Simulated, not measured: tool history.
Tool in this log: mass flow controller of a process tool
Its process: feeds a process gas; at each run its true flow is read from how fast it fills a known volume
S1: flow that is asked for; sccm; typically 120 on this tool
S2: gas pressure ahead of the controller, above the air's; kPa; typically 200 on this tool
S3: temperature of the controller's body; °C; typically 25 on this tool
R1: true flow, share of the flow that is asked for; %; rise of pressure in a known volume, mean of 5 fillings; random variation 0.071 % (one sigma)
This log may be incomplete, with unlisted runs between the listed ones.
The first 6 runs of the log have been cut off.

run,hour,S1,S2,S3,R1
7,746.8,120,200,25,99.11
8,861.8,120,200,25,99.21
9,1003.2,120,200,25,99.02
10,1080.1,120,200,25,99.00
11,1231.7,120,200,25,99.16
12,1361.9,120,200,25,98.90
13,1443.2,133,200,25,99.07
14,1523.3,120,200,25,98.92
15,1602.6,120,200,25,98.94
16,1690.9,168,200,25,99.05

What does the tool deliver on the next run?
17,1778.6,132,200,24,?

Run 17 yielded R1 98.98 %.
The same run, on a tool lacking any hidden state, would have yielded R1 99.68 %.
